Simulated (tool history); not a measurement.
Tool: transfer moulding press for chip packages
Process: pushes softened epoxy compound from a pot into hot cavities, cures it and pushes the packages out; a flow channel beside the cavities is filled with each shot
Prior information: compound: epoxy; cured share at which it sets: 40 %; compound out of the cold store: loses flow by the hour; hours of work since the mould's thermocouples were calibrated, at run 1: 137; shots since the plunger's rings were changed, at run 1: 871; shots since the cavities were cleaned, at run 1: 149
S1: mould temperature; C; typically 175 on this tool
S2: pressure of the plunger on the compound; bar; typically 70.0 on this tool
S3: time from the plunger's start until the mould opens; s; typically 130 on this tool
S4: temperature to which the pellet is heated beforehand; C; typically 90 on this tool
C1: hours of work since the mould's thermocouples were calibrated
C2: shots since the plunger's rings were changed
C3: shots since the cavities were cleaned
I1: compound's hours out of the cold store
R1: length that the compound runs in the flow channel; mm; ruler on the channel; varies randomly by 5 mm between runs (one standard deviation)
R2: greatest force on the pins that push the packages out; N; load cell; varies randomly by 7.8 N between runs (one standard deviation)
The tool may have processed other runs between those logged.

run	day	S1	S2	S3	S4	C1	C2	C3	I1	R1	R2
1	0.000	175	70.0	130	90	137	871	149	28.2	851	452
2	0.800	175	60.2	130	90	152	1070	348	39.7	767	554
3	1.333	175	60.2	130	90	161	1203	481	39.6	757	623
# day 1.821: cavities cleaned with cleaning compound and waxed
4	2.225	175	60.2	130	90	176	1409	100	28.1	783	431
5	2.692	175	60.2	130	90	185	1526	217	11.7	825	540
6	3.533	175	62.4	130	90	200	1736	427	43.7	759	589
7	3.975	175	70.0	130	90	208	1845	536	11.9	896	660
# day 4.238: cavities cleaned with cleaning compound and waxed
8	4.808	175	70.0	130	90	222	2038	142	29.7	838	464
9	5.604	175	70.0	130	90	237	2236	340	20.7	860	579
10	6.333	175	70.0	130	90	250	2418	522	20.2	857	644
# day 6.650: cavities cleaned with cleaning compound and waxed
11	6.825	181	70.0	130	90	258	2525	44	39.1	797	354
12	7.358	181	70.0	130	90	267	2657	176	35.0	793	439
13	7.738	181	70.0	130	90	274	2752	271	42.6	776	481
14	8.267	169	70.0	130	90	284	2884	403	47.7	788	771
15	8.771	175	70.0	130	82	293	3010	529	23.6	832	656
# day 9.046: cavities cleaned with cleaning compound and waxed
16	9.642	175	81.0	157	90	308	3210	147	28.2	883	437
17	10.358	175	65.1	163	90	321	3389	326	37.5	758	528
18	10.921	175	65.1	163	90	331	3530	467	13.7	815	556
19	11.283	175	65.1	163	90	337	3620	557	32.9	771	601
# day 11.471: cavities cleaned with cleaning compound and waxed
20	11.950	175	58.4	129	90	348	3770	119	12.2	774	476
21	12.700	167	62.4	158	82	362	3957	306	31.0	773	593
22	13.292	174	85.3	130	93	373	4105	454	19.2	914	636
# day 13.858: cavities cleaned with cleaning compound and waxed
23	13.962	173	70.0	138	90	384	4256	26	25.7	821	367
24	14.567	173	70.0	138	90	395	4407	177	15.4	834	484
25	15.029	175	56.9	130	90	403	4522	292	28.0	719	564
# day 15.525: mould's thermocouples calibrated
26	15.575	175	56.9	130	90	1	4638	408	21.2	724	590
27	15.983	178	73.3	130	90	8	4739	509	43.9	758	588

Alternative continuations, all from the tool just after run 27; predict every row:
# day 16.325: cavities cleaned with cleaning compound and waxed
A	16.817	172	70.0	130	90	22	4931	122	38.0	?	?
# day 16.325: cavities cleaned with cleaning compound and waxed
B	16.817	175	70.0	112	92	22	4931	122	46.4	?	?
# day 16.325: cavities cleaned with cleaning compound and waxed
C	16.817	178	73.3	114	94	22	4931	122	41.7	?	?
# day 16.325: cavities cleaned with cleaning compound and waxed
D	16.817	171	70.0	130	97	22	4931	122	28.0	?	?

run	R1	R2
A	755	464
B	731	516
C	766	442
D	795	507
Without the tool's hidden state the same runs would have given:
run	R1	R2
A	844	351
B	816	390
C	855	334
D	888	384
